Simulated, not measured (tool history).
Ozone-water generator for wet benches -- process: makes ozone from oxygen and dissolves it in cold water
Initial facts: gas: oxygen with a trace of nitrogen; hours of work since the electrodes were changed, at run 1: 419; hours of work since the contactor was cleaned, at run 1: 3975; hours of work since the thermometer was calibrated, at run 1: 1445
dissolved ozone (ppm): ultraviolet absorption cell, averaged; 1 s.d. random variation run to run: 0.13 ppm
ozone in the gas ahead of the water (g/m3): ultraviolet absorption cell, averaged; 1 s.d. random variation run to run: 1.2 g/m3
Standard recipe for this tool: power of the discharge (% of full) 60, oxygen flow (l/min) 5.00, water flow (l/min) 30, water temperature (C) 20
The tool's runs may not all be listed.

| run | hour | power of the discharge (% of full) | oxygen flow (l/min) | water flow (l/min) | water temperature (C) | hours of work since the electrodes were changed | hours of work since the contactor was cleaned | hours of work since the thermometer was calibrated | dissolved ozone (ppm) | ozone in the gas ahead of the water (g/m3) |
|---|---|---|---|---|---|---|---|---|---|---|
| 1 | 0.0 | 60 | 5.00 | 30 | 20 | 419 | 3975 | 1445 | 14.1 | 208.0 |
| 2 | 21.7 | 78 | 5.00 | 30 | 20 | 433 | 3989 | 1459 | 16.7 | 241.9 |
| 3 | 59.5 | 60 | 5.00 | 30 | 12 | 458 | 4014 | 1484 | 15.2 | 208.5 |
| 4 | 89.4 | 60 | 5.00 | 30 | 12 | 478 | 4034 | 1504 | 15.4 | 205.3 |
| 5 | 113.8 | 60 | 5.00 | 30 | 12 | 494 | 4050 | 1520 | 15.2 | 208.5 |
| 6 | 151.3 | 60 | 5.00 | 30 | 12 | 519 | 4075 | 1545 | 15.6 | 209.6 |
| 7 | 189.5 | 60 | 5.00 | 30 | 12 | 544 | 4100 | 1570 | 15.4 | 205.9 |
| 8 | 221.3 | 60 | 5.00 | 21 | 20 | 565 | 4121 | 1591 | 18.8 | 207.6 |
| 9 | 247.2 | 60 | 5.00 | 30 | 20 | 582 | 4138 | 1608 | 14.0 | 207.5 |
| 10 | 283.8 | 60 | 5.00 | 30 | 20 | 607 | 4163 | 1632 | 14.3 | 210.1 |
| 11 | 305.0 | 60 | 5.00 | 30 | 20 | 621 | 4177 | 1646 | 14.5 | 207.0 |
| 12 | 341.4 | 60 | 5.00 | 30 | 20 | 645 | 4201 | 1671 | 14.1 | 208.8 |
| 13 | 365.8 | 60 | 5.00 | 30 | 20 | 661 | 4217 | 1687 | 14.3 | 208.6 |
| 14 | 403.9 | 60 | 5.00 | 30 | 20 | 686 | 4242 | 1712 | 14.0 | 205.1 |
| 15 | 437.4 | 58 | 5.00 | 28 | 20 | 708 | 4264 | 1734 | 14.7 | 204.7 |
| 16 | 466.0 | 58 | 5.00 | 28 | 20 | 727 | 4283 | 1753 | 14.7 | 202.6 |
| 17 | 495.8 | 51 | 5.22 | 25 | 20 | 747 | 4303 | 1773 | 15.1 | 187.2 |
| 18 | 519.6 | 86 | 6.24 | 30 | 20 | 763 | 4318 | 1788 | 18.6 | 236.3 |
| 19 | 540.5 | 86 | 6.24 | 30 | 20 | 776 | 4332 | 1802 | 18.4 | 235.2 |
| 20 | 556.4 | 86 | 6.24 | 30 | 20 | 787 | 4343 | 1813 | 18.6 | 237.6 |
| 21 | 579.5 | 60 | 2.75 | 30 | 17 | 802 | 4358 | 1828 | 12.0 | 259.7 |

For run 22, what comes out?
| 22 | 616.6 | 60 | 2.75 | 30 | 17 | 827 | 4383 | 1852 | ? | ? |

dissolved ozone (ppm): 11.9
ozone in the gas ahead of the water (g/m3): 262.3
Were there no unlogged condition in the tool, this run, its random variation unchanged, would have produced dissolved ozone (ppm) 11.9, ozone in the gas ahead of the water (g/m3) 262.3.
